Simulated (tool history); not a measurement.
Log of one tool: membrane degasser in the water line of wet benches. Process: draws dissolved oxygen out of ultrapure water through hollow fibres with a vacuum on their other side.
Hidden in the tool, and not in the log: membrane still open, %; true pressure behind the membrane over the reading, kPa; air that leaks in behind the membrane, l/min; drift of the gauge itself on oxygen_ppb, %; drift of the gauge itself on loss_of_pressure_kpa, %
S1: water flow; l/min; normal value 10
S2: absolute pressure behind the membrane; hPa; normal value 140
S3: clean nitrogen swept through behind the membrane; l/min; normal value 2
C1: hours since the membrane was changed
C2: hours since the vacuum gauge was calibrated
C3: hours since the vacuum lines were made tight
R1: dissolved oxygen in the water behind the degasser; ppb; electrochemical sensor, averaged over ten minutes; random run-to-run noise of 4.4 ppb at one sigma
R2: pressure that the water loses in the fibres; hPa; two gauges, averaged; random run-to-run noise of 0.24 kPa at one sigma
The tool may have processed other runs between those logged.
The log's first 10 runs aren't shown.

run,hour,S1,S2,S3,C1,C2,C3,R1,R2
11,374.5,10,140,1.48,1800,8210,7589,518.4,627
12,422.7,10,211,2,1848,8259,7637,566.1,629.4
13,451.5,10,211,2,1877,8287,7666,554,633
14,490.4,10,113,2,1916,8326,7705,442.8,634.5
15,533,10,113,2,1958,8369,7748,447.4,624.6
16,571.6,10,345,2,1997,8408,7786,714.3,631.6
17,606.1,14,149,4.79,2032,8442,7821,647.1,882.7
# hour 611: vacuum gauge calibrated
18,646.8,14,145,2.92,2072,36,7861,695.2,878
19,673.6,8,130,1.24,2099,63,7888,403.4,502.2
20,722.3,6,98,1.93,2147,111,7937,194.7,383.2
21,753.9,6,98,1.93,2179,143,7968,196.2,374.8
22,775.4,6,155,3.43,2200,164,7990,194.8,380
23,806.4,6,155,3.43,2231,195,8021,192.9,380.6
24,839.2,10,140,2,2264,228,8053,489.7,637.2
# hour 857.3: vacuum gauge calibrated, once more
25,860.9,12,127,1.08,2285,4,8075,672.5,762
26,911.1,12,127,1.08,2336,54,8125,695.4,760.4
27,960.1,12,127,1.08,2385,103,8174,681.8,757.5
28,1005.9,12,140,1.69,2430,149,8220,632.7,760.5
29,1041,6,209,2,2465,184,8255,275.5,377.4
30,1076.1,6,209,2,2501,219,8290,275.9,378.6
31,1121.4,13,209,5.12,2546,264,8335,623.4,826.1
32,1161.1,13,209,5.12,2586,304,8375,624,826.1

3 options for the next run, each taken on its own from the tool as it stands now. Forecast them:
A,1195.5,7,297,3.59,2620,338,8409,?,?
B,1195.5,8,209,5.12,2620,338,8409,?,?
C,1195.5,15,120,0.83,2620,338,8409,?,?

run,R1,R2
A,318,442.3
B,309.7,508.5
C,938.5,948.9
Had the tool no hidden state, the same runs would have come out as:
run,R1,R2
A,285.8,433.3
B,283.9,498.2
C,893.2,929.5
